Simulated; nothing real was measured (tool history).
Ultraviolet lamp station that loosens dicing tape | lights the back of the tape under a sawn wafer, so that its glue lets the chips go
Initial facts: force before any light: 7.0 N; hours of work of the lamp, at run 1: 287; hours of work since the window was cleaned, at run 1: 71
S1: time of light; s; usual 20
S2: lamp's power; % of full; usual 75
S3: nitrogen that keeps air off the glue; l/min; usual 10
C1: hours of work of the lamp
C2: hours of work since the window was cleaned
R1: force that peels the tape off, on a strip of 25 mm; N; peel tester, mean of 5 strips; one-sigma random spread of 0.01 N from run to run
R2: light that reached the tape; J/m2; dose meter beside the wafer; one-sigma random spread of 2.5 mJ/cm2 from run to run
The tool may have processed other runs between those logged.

Run 1, hour 0.0: usual settings; C1 287; C2 71. Result: R1 0.503 N, R2 2640 J/m2.
Run 2, hour 30.2: usual settings; C1 301; C2 85. Result: R1 0.532 N, R2 2640 J/m2.
Run 3, hour 55.4: usual settings; C1 312; C2 96. Result: R1 0.524 N, R2 2630 J/m2.
Run 4, hour 77.9: usual settings but S2 83 % of full; C1 322; C2 106. Result: R1 0.434 N, R2 2900 J/m2.
Run 5, hour 116.8: usual settings but S2 83 % of full; C1 340; C2 124. Result: R1 0.449 N, R2 2880 J/m2.
Run 6, hour 154.4: usual settings but S2 83 % of full; C1 357; C2 141. Result: R1 0.426 N, R2 2820 J/m2.
Run 7, hour 193.3: usual settings but S2 83 % of full; C1 375; C2 159. Result: R1 0.429 N, R2 2810 J/m2.
Run 8, hour 223.7: usual settings but S2 83 % of full; C1 388; C2 173. Result: R1 0.458 N, R2 2810 J/m2.
Run 9, hour 244.1: usual settings but S2 80 % of full; C1 398; C2 182. Result: R1 0.500 N, R2 2660 J/m2.
Run 10, hour 277.8: usual settings but S2 80 % of full; C1 413; C2 197. Result: R1 0.503 N, R2 2620 J/m2.
Run 11, hour 296.5: usual settings but S2 80 % of full; C1 421; C2 206. Result: R1 0.519 N, R2 2660 J/m2.
Run 12, hour 322.8: usual settings but S2 80 % of full; C1 433; C2 217. Result: R1 0.506 N, R2 2600 J/m2.
Run 13, hour 359.0: usual settings but S3 9 l/min; C1 450; C2 234. Result: R1 0.637 N, R2 2430 J/m2.
Run 14, hour 376.6: usual settings but S3 9 l/min; C1 458; C2 242. Result: R1 0.641 N, R2 2420 J/m2.
Run 15, hour 400.1: usual settings; C1 468; C2 253. Result: R1 0.593 N, R2 2400 J/m2.
Run 16, hour 431.2: usual settings but S2 67 % of full, S3 12 l/min; C1 482; C2 267. Result: R1 0.672 N, R2 2160 J/m2.
Run 17, hour 456.9: usual settings but S1 11 s, S2 79 % of full, S3 17 l/min; C1 494; C2 278. Result: R1 1.266 N, R2 1340 J/m2.
Run 18, hour 475.6: usual settings but S1 11 s, S2 82 % of full, S3 17 l/min; C1 503; C2 287. Result: R1 1.207 N, R2 1430 J/m2.
Run 19, hour 508.1: usual settings but S1 11 s, S2 82 % of full, S3 17 l/min; C1 517; C2 302. Result: R1 1.188 N, R2 1440 J/m2.
Run 20, hour 526.0: usual settings but S1 11 s, S2 82 % of full, S3 17 l/min; C1 525; C2 310. Result: R1 1.226 N, R2 1440 J/m2.
Run 21, hour 547.3: usual settings but S1 19 s, S3 4 l/min; C1 535; C2 319. Result: R1 1.298 N, R2 2220 J/m2.
Run 22, hour 564.2: usual settings but S1 11 s; C1 543; C2 327. Result: R1 1.767 N, R2 1300 J/m2.
Run 23, hour 581.9: usual settings but S3 9 l/min; C1 551; C2 335. Result: R1 0.685 N, R2 2290 J/m2.
Run 24, hour 619.4: usual settings but S1 26 s, S2 65 % of full, S3 15 l/min; C1 568; C2 352. Result: R1 0.395 N, R2 2560 J/m2.
Run 25, hour 649.2: usual settings but S1 26 s, S2 65 % of full, S3 15 l/min; C1 581; C2 366. Result: R1 0.415 N, R2 2610 J/m2.
Run 26, hour 669.6: usual settings but S1 17 s, S2 77 % of full, S3 14 l/min; C1 591; C2 375. Result: R1 0.745 N, R2 1960 J/m2.

Predict each of these 4 candidate next runs independently; none follows another, all start after run 26:
At hour 682.3: window cleaned of glue's vapour.
Run A, hour 688.7: usual settings but S1 33 s, S2 71 % of full, S3 14 l/min; C1 599; C2 3. Result: R1 ?, R2 ?.
At hour 682.3: window cleaned of glue's vapour.
Run B, hour 688.7: usual settings but S1 17 s, S2 71 % of full, S3 14 l/min; C1 599; C2 3. Result: R1 ?, R2 ?.
At hour 682.3: window cleaned of glue's vapour.
Run C, hour 688.7: usual settings but S2 68 % of full, S3 6 l/min; C1 599; C2 3. Result: R1 ?, R2 ?.
At hour 682.3: window cleaned of glue's vapour.
Run D, hour 688.7: usual settings but S1 17 s, S2 80 % of full, S3 3 l/min; C1 599; C2 3. Result: R1 ?, R2 ?.

run     R1    R2
  A  0.199  4070
  B  0.664  2130
  C  0.918  2360
  D  1.411  2370
Without the tool's unlogged condition, the same runs would have read:
run     R1    R2
  A  0.180  4490
  B  0.544  2350
  C  0.763  2600
  D  1.208  2610
